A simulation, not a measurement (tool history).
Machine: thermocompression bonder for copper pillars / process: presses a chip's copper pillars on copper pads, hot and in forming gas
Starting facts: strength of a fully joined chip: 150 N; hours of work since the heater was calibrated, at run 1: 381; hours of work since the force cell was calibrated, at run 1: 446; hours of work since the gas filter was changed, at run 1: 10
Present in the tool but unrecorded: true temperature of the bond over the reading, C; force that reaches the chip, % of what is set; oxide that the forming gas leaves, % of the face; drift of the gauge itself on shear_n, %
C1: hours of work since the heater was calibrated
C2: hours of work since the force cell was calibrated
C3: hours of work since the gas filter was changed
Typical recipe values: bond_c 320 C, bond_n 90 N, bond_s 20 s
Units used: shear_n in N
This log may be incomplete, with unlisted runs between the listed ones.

run 1 hour=0 | bond_c=320 bond_n=90 bond_s=20 | C1=381 C2=446 C3=10 | shear_n=71.3
run 2 hour=26.4 | bond_c=320 bond_n=117 bond_s=20 | C1=401 C2=467 C3=30 | shear_n=91.2
run 3 hour=56.7 | bond_c=320 bond_n=117 bond_s=20 | C1=425 C2=490 C3=54 | shear_n=89.8
run 4 hour=87.4 | bond_c=320 bond_n=117 bond_s=20 | C1=448 C2=514 C3=77 | shear_n=90.9
run 5 hour=117.3 | bond_c=320 bond_n=117 bond_s=20 | C1=471 C2=537 C3=100 | shear_n=90
run 6 hour=138.7 | bond_c=320 bond_n=117 bond_s=20 | C1=488 C2=553 C3=117 | shear_n=89.7
run 7 hour=171.7 | bond_c=320 bond_n=117 bond_s=20 | C1=513 C2=579 C3=142 | shear_n=90.4
run 8 hour=197.1 | bond_c=320 bond_n=117 bond_s=20 | C1=533 C2=598 C3=162 | shear_n=91.1
run 9 hour=216 | bond_c=320 bond_n=117 bond_s=20 | C1=547 C2=613 C3=176 | shear_n=90.2
run 10 hour=232.1 | bond_c=320 bond_n=117 bond_s=51 | C1=560 C2=625 C3=189 | shear_n=115
run 11 hour=250.2 | bond_c=320 bond_n=117 bond_s=51 | C1=574 C2=639 C3=203 | shear_n=116.6
run 12 hour=285.8 | bond_c=320 bond_n=117 bond_s=51 | C1=601 C2=667 C3=230 | shear_n=115.7
run 13 hour=308 | bond_c=320 bond_n=117 bond_s=51 | C1=618 C2=684 C3=247 | shear_n=116.6
run 14 hour=340.8 | bond_c=326 bond_n=117 bond_s=51 | C1=644 C2=709 C3=273 | shear_n=120.8
run 15 hour=373.1 | bond_c=326 bond_n=117 bond_s=51 | C1=669 C2=734 C3=298 | shear_n=119.7
-- hour=382.5 forming gas filter changed
run 16 hour=402.5 | bond_c=320 bond_n=90 bond_s=20 | C1=691 C2=756 C3=15 | shear_n=71.9
run 17 hour=437.6 | bond_c=320 bond_n=90 bond_s=20 | C1=718 C2=783 C3=42 | shear_n=71
run 18 hour=471 | bond_c=320 bond_n=90 bond_s=20 | C1=744 C2=809 C3=68 | shear_n=70.4
run 19 hour=496.5 | bond_c=320 bond_n=58 bond_s=20 | C1=763 C2=829 C3=88 | shear_n=43.6
run 20 hour=529.2 | bond_c=320 bond_n=58 bond_s=20 | C1=789 C2=854 C3=113 | shear_n=43.7
run 21 hour=562 | bond_c=341 bond_n=83 bond_s=20 | C1=814 C2=879 C3=138 | shear_n=79.2
run 22 hour=596.6 | bond_c=290 bond_n=83 bond_s=20 | C1=841 C2=906 C3=165 | shear_n=46.3
run 23 hour=614.9 | bond_c=340 bond_n=94 bond_s=30 | C1=855 C2=920 C3=179 | shear_n=99.5
run 24 hour=639.9 | bond_c=340 bond_n=94 bond_s=30 | C1=874 C2=940 C3=199 | shear_n=99.9
run 25 hour=675 | bond_c=340 bond_n=94 bond_s=30 | C1=901 C2=967 C3=226 | shear_n=99.5
run 26 hour=692.4 | bond_c=340 bond_n=61 bond_s=30 | C1=915 C2=980 C3=239 | shear_n=67.2
run 27 hour=711.3 | bond_c=322 bond_n=77 bond_s=56 | C1=929 C2=995 C3=254 | shear_n=87.9
run 28 hour=729.2 | bond_c=310 bond_n=66 bond_s=44 | C1=943 C2=1008 C3=267 | shear_n=61.7
run 29 hour=754.1 | bond_c=337 bond_n=54 bond_s=18 | C1=962 C2=1028 C3=287 | shear_n=46.5
run 30 hour=771.7 | bond_c=349 bond_n=90 bond_s=31 | C1=976 C2=1041 C3=300 | shear_n=102.2
-- hour=777.6 forming gas filter changed
run 31 hour=790.2 | bond_c=349 bond_n=90 bond_s=31 | C1=990 C2=1055 C3=10 | shear_n=103.2
run 32 hour=814.6 | bond_c=326 bond_n=90 bond_s=56 | C1=1008 C2=1074 C3=29 | shear_n=102.2
run 33 hour=833.6 | bond_c=326 bond_n=90 bond_s=56 | C1=1023 C2=1089 C3=43 | shear_n=103.1
run 34 hour=854.7 | bond_c=326 bond_n=90 bond_s=56 | C1=1039 C2=1105 C3=59 | shear_n=102.1
run 35 hour=876.8 | bond_c=320 bond_n=97 bond_s=20 | C1=1056 C2=1122 C3=77 | shear_n=76.9
run 36 hour=906.5 | bond_c=321 bond_n=58 bond_s=21 | C1=1079 C2=1145 C3=99 | shear_n=45
run 37 hour=939.3 | bond_c=346 bond_n=66 bond_s=18 | C1=1105 C2=1170 C3=125 | shear_n=64.4
-- hour=946.4 heater calibrated with a thermocouple chip
run 38 hour=962.8 | bond_c=309 bond_n=63 bond_s=39 | C1=13 C2=1187 C3=141 | shear_n=55
run 39 hour=978.4 | bond_c=309 bond_n=63 bond_s=39 | C1=25 C2=1199 C3=153 | shear_n=56.1

Here are 3 independent what-if runs from the current tool condition. What would each one return?
run A hour=1004 | bond_c=298 bond_n=63 bond_s=28 | C1=44 C2=1218 C3=173 | shear_n=?
run B hour=1004 | bond_c=316 bond_n=55 bond_s=20 | C1=44 C2=1218 C3=173 | shear_n=?
run C hour=1004 | bond_c=334 bond_n=63 bond_s=39 | C1=44 C2=1218 C3=173 | shear_n=?

run=A shear_n=42.5
run=B shear_n=39.1
run=C shear_n=71.9
With no hidden state in the tool, these same runs would have given:
run=A shear_n=42.6
run=B shear_n=39.2
run=C shear_n=72.1

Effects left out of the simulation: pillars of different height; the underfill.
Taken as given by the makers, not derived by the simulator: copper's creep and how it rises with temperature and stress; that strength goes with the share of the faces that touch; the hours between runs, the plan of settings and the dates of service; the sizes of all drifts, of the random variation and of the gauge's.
